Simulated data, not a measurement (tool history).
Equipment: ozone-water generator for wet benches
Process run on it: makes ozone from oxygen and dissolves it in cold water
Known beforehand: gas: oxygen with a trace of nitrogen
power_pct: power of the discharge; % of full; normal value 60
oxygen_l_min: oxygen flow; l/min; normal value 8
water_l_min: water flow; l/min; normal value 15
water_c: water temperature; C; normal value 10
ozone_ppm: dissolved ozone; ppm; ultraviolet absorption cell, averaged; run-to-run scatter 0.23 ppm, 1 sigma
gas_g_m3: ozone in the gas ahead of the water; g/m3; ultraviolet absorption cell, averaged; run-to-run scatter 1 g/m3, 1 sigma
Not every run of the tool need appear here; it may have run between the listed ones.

Run 1, hour 0: usual settings. Result: ozone_ppm 32.1 ppm, gas_g_m3 170.1 g/m3.
Run 2, hour 30.9: usual settings. Result: ozone_ppm 32.1 ppm, gas_g_m3 169.4 g/m3.
Run 3, hour 47.6: usual settings but water_c 6 C. Result: ozone_ppm 34.3 ppm, gas_g_m3 168.5 g/m3.
Run 4, hour 61.1: usual settings but oxygen_l_min 10.08 l/min, water_c 6 C. Result: ozone_ppm 33.2 ppm, gas_g_m3 146.7 g/m3.
Run 5, hour 91.1: usual settings. Result: ozone_ppm 31.6 ppm, gas_g_m3 168.8 g/m3.
Run 6, hour 104.5: usual settings. Result: ozone_ppm 31.9 ppm, gas_g_m3 169.5 g/m3.
At hour 107.3: water thermometer calibrated.
Run 7, hour 127.4: usual settings. Result: ozone_ppm 31.9 ppm, gas_g_m3 168.3 g/m3.
Run 8, hour 149.1: usual settings. Result: ozone_ppm 32 ppm, gas_g_m3 169.5 g/m3.
Run 9, hour 173.4: usual settings. Result: ozone_ppm 31.8 ppm, gas_g_m3 169.2 g/m3.
Run 10, hour 190: usual settings but water_l_min 14 l/min. Result: ozone_ppm 33.5 ppm, gas_g_m3 169.6 g/m3.
Run 11, hour 219.1: usual settings but power_pct 67 % of full, water_l_min 10 l/min, water_c 8 C. Result: ozone_ppm 47.3 ppm, gas_g_m3 185.3 g/m3.
Run 12, hour 238.4: usual settings but water_l_min 9 l/min, water_c 9 C. Result: ozone_ppm 44.4 ppm, gas_g_m3 167.1 g/m3.
Run 13, hour 258.2: usual settings but water_l_min 9 l/min, water_c 9 C. Result: ozone_ppm 44.1 ppm, gas_g_m3 168.3 g/m3.
Run 14, hour 284.5: usual settings but oxygen_l_min 11.22 l/min, water_l_min 9 l/min, water_c 9 C. Result: ozone_ppm 40 ppm, gas_g_m3 137.3 g/m3.
Run 15, hour 313.1: usual settings but oxygen_l_min 11.22 l/min, water_l_min 21 l/min, water_c 9 C. Result: ozone_ppm 23.7 ppm, gas_g_m3 136.5 g/m3.
Run 16, hour 343.7: usual settings but power_pct 49 % of full. Result: ozone_ppm 26.5 ppm, gas_g_m3 139.1 g/m3.
Run 17, hour 359: usual settings but power_pct 95 % of full, oxygen_l_min 7.24 l/min, water_c 14 C. Result: ozone_ppm 45.5 ppm, gas_g_m3 267.7 g/m3.
Run 18, hour 390.8: usual settings but power_pct 95 % of full, oxygen_l_min 7.24 l/min, water_l_min 11 l/min, water_c 8 C. Result: ozone_ppm 61.8 ppm, gas_g_m3 269 g/m3.

Run 19, settings as shown, results not yet in. Your forecast:
Run 19, hour 423: usual settings but power_pct 95 % of full, oxygen_l_min 7.24 l/min, water_l_min 11 l/min, water_c 8 C. Result: ozone_ppm ?, gas_g_m3 ?.

ozone_ppm: 61.8 ppm
gas_g_m3: 265.1 g/m3
Without the tool's hidden state the same run would have given ozone_ppm 67 ppm, gas_g_m3 277.7 g/m3.

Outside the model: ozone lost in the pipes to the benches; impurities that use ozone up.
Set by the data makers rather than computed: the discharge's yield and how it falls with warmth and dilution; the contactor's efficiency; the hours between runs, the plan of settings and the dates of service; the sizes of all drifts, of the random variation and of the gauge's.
